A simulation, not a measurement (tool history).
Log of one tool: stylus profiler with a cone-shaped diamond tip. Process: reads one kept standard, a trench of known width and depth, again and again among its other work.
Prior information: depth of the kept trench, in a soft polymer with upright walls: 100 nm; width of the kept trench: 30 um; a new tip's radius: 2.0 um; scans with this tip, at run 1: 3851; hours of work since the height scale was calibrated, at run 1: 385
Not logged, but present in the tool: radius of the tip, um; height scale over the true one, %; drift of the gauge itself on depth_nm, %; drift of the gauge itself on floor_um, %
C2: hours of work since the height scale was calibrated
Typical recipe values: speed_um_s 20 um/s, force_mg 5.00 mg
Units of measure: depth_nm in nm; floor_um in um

Run 1, day 0.000: usual settings; scans with this tip 3851; C2 385. Result: depth_nm 101.26 nm, floor_um 28.66 um.
Run 2, day 1.288: usual settings; scans with this tip 3993; C2 399. Result: depth_nm 101.25 nm, floor_um 28.65 um.
Run 3, day 1.871: usual settings; scans with this tip 4057; C2 405. Result: depth_nm 101.24 nm, floor_um 28.64 um.
Run 4, day 3.162: usual settings but force_mg 7.73 mg; scans with this tip 4200; C2 420. Result: depth_nm 101.66 nm, floor_um 28.65 um.
Run 5, day 4.483: usual settings; scans with this tip 4345; C2 434. Result: depth_nm 101.25 nm, floor_um 28.63 um.
Run 6, day 5.217: usual settings; scans with this tip 4426; C2 442. Result: depth_nm 101.25 nm, floor_um 28.69 um.
Run 7, day 5.925: usual settings; scans with this tip 4505; C2 450. Result: depth_nm 101.21 nm, floor_um 28.66 um.
Run 8, day 6.592: usual settings; scans with this tip 4579; C2 457. Result: depth_nm 101.22 nm, floor_um 28.72 um.
Run 9, day 7.775: usual settings; scans with this tip 4709; C2 470. Result: depth_nm 101.23 nm, floor_um 28.64 um.
Run 10, day 8.512: usual settings; scans with this tip 4791; C2 479. Result: depth_nm 101.22 nm, floor_um 28.63 um.
Run 11, day 9.092: usual settings; scans with this tip 4854; C2 485. Result: depth_nm 101.25 nm, floor_um 28.69 um.
Run 12, day 9.638: usual settings but speed_um_s 10 um/s, force_mg 10.50 mg; scans with this tip 4915; C2 491. Result: depth_nm 102.03 nm, floor_um 28.67 um.
Run 13, day 10.167: usual settings but speed_um_s 17 um/s, force_mg 5.31 mg; scans with this tip 4973; C2 497. Result: depth_nm 101.30 nm, floor_um 28.70 um.
Run 14, day 10.721: usual settings but speed_um_s 64 um/s, force_mg 5.31 mg; scans with this tip 5034; C2 503. Result: depth_nm 101.28 nm, floor_um 28.46 um.
Run 15, day 11.979: usual settings but speed_um_s 30 um/s, force_mg 5.31 mg; scans with this tip 5173; C2 517. Result: depth_nm 101.29 nm, floor_um 28.68 um.
Run 16, day 13.067: usual settings but speed_um_s 33 um/s, force_mg 2.34 mg; scans with this tip 5293; C2 529. Result: depth_nm 100.77 nm, floor_um 28.50 um.
Run 17, day 14.108: usual settings but speed_um_s 60 um/s, force_mg 14.21 mg; scans with this tip 5409; C2 540. Result: depth_nm 102.48 nm, floor_um 28.58 um.

For run 18, what comes out?
Run 18, day 15.312: usual settings but speed_um_s 17 um/s, force_mg 2.41 mg; scans with this tip 5541; C2 554. Result: depth_nm ?, floor_um ?.

depth_nm: 100.75 nm
floor_um: 28.62 um
Had the tool carried no hidden state, the very same run would have given depth_nm 100.75 nm, floor_um 28.62 um.
